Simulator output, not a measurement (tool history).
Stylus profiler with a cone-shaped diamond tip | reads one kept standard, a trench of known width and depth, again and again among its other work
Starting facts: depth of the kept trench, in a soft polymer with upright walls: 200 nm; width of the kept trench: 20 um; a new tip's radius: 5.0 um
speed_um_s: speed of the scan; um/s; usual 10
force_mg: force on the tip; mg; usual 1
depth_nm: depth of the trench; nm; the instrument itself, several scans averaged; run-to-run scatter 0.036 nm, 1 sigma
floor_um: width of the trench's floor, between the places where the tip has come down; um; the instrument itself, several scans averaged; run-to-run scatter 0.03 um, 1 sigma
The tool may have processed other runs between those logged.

run	hour	speed_um_s	force_mg	depth_nm	floor_um
1	0	10	1	201.72	15.88
2	18.6	10	1	201.71	15.95
3	42.2	10	1	201.64	15.81
4	76.8	10	1	201.69	15.82
5	95.2	10	1	201.7	15.86
6	129.9	10	1	201.72	15.75
7	152.7	21	1.09	201.89	15.71
8	185.8	25	0.88	201.55	15.66
9	219.5	2	2.34	203.05	15.76
10	248.5	6	0.64	201.34	15.67
11	269.5	18	0.63	201.26	15.54
12	286	18	2.26	202.9	15.65

Forecast each of these 3 alternatives for the next run:
A	317	14	1	?	?
B	317	36	1.06	?	?
C	317	4	0.92	?	?

run	depth_nm	floor_um
A	201.73	15.59
B	201.78	15.52
C	201.57	15.63
Take away the tool's hidden state, keep each run's random variation, and the runs would have read:
run	depth_nm	floor_um
A	201.63	17.15
B	201.68	17.08
C	201.47	17.19
